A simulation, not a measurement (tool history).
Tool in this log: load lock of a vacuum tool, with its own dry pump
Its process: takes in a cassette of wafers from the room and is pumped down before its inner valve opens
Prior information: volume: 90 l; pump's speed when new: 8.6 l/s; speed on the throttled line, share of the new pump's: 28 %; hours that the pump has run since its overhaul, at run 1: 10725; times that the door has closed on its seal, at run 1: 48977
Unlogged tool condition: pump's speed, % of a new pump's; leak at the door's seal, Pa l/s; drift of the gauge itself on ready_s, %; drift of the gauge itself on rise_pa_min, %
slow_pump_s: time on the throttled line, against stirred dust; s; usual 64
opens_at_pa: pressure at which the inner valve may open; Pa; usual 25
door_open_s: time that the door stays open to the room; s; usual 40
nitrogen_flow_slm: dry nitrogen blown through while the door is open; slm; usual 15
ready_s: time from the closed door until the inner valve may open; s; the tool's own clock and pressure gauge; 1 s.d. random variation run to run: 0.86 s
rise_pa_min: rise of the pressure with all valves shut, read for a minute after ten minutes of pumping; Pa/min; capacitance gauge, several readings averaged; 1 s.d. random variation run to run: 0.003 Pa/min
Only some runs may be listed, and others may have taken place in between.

run     hour  slow_pump_s  opens_at_pa  door_open_s  nitrogen_flow_slm  hours that the pump has run since its overhaul  times that the door has closed on its seal  incoming humidity of the room's air, %  ready_s  rise_pa_min
  1      0.0           64           25           40                 15                                           10725                                       48977                                    46.6    144.0        0.552
  2    437.2           56           25           40                 15                                           11162                                       50489                                    43.8    138.2        0.566
  3    970.7           56           25           30                 15                                           11695                                       52334                                    44.0    138.1        0.592
  4   1429.2           56           25           30                 15                                           12154                                       53920                                    45.8    138.7        0.629
  5   2006.1           56           25           30                 15                                           12731                                       55915                                    44.0    138.1        0.658
  6   2617.8           56           25           30                 15                                           13342                                       58030                                    46.0    140.0        0.695
  7   2916.0           56           25           30                 15                                           13641                                       59061                                    41.6    140.2        0.723
  8   3412.0           56           25           30                 15                                           14137                                       60777                                    48.9    139.6        0.751
      3730.0  -- door's seal changed, seat wiped
  9   3748.4           53           25           40                 15                                           14472                                          64                                    45.7    138.8        0.022
 10   4088.6           53           25           40                 15                                           14812                                        1241                                    43.2    139.5        0.026
 11   4625.5           64           38           40                 15                                           15349                                        3097                                    45.0    140.2        0.034
 12   4962.8           64           38           40                 15                                           15686                                        4264                                    45.1    141.3        0.034
 13   5561.2           64           38           40                 15                                           16284                                        6334                                    43.3    141.8        0.041
 14   5882.9           64           25           40                 15                                           16606                                        7446                                    46.0    147.1        0.054
 15   6498.0           64           25           40                 15                                           17221                                        9573                                    46.5    148.2        0.065
 16   6931.3           64           25           40                 15                                           17654                                       11072                                    43.8    147.3        0.073
 17   7478.9           64           25           40                 15                                           18202                                       12966                                    44.0    148.9        0.084
      7937.7  -- dry pump taken out, an overhauled one fitted
 18   7963.5           64           21           40                 15                                              26                                       14621                                    43.8    138.7        0.102
 19   8299.4           64           21           40                 15                                             362                                       15783                                    43.2    136.1        0.112
 20   8619.5           57           25           40                 15                                             682                                       16890                                    45.9    131.7        0.127
 21   9127.1           45           25          137                 12                                            1189                                       18645                                    45.0    121.3        0.156
 22   9723.0           45           25          137                 12                                            1785                                       20706                                    45.5    123.3        0.178
 23  10326.3           64           35           63                 15                                            2389                                       22792                                    44.1    132.9        0.179
 24  10743.0          114           23           40                 15                                            2805                                       24234                                    45.7    171.8        0.185
 25  11297.9          114           23           40                 15                                            3360                                       26153                                    45.4    173.8        0.201
 26  11693.5           38           25           40                 33                                            3756                                       27521                                    42.3    118.4        0.209
 27  12162.4           64           25          126                 15                                            4225                                       29143                                    46.7    137.8        0.256
 28  12609.2           34           25          122                 15                                            4672                                       30688                                    45.5    116.7        0.272
 29  13059.6           34           25          122                 15                                            5122                                       32246                                    45.4    116.0        0.294
 30  13572.2           49           25           40                 14                                            5634                                       34018                                    43.9    127.0        0.299
 31  13929.5           64           25           40                 10                                            5992                                       35254                                    48.2    138.5        0.313
 32  14460.2           64           29           40                 38                                            6523                                       37090                                    46.3    136.4        0.328
 33  14930.3           39           25           40                 10                                            6993                                       38715                                    43.8    119.9        0.362
 34  15425.4           39           25           40                 10                                            7488                                       40428                                    43.3    122.1        0.387
 35  16032.6           39           25           40                 10                                            8095                                       42528                                    44.2    123.7        0.412
 36  16543.3           39           25           40                 10                                            8606                                       44294                                    48.9    123.6        0.443

Per-run results on a tool with no hidden state, each run keeping its own random variation:
run  ready_s  rise_pa_min
  1    135.0        0.025
  2    128.7        0.023
  3    128.1        0.018
  4    128.4        0.018
  5    127.4        0.020
  6    128.7        0.015
  7    128.6        0.016
  8    127.7        0.021
  9    126.3        0.022
 10    126.7        0.022
 11    128.5        0.023
 12    129.2        0.018
 13    129.3        0.014
 14    133.4        0.022
 15    134.0        0.019
 16    132.8        0.017
 17    133.7        0.017
 18    137.7        0.020
 19    135.0        0.021
 20    130.4        0.026
 21    119.5        0.042
 22    121.1        0.046
 23    130.6        0.029
 24    169.6        0.018
 25    171.4        0.019
 26    114.8        0.009
 27    134.2        0.037
 28    112.3        0.035
 29    111.4        0.038
 30    122.2        0.019
 31    133.7        0.020
 32    131.4        0.014
 33    113.7        0.025
 34    115.4        0.026
 35    116.4        0.024
 36    116.0        0.026
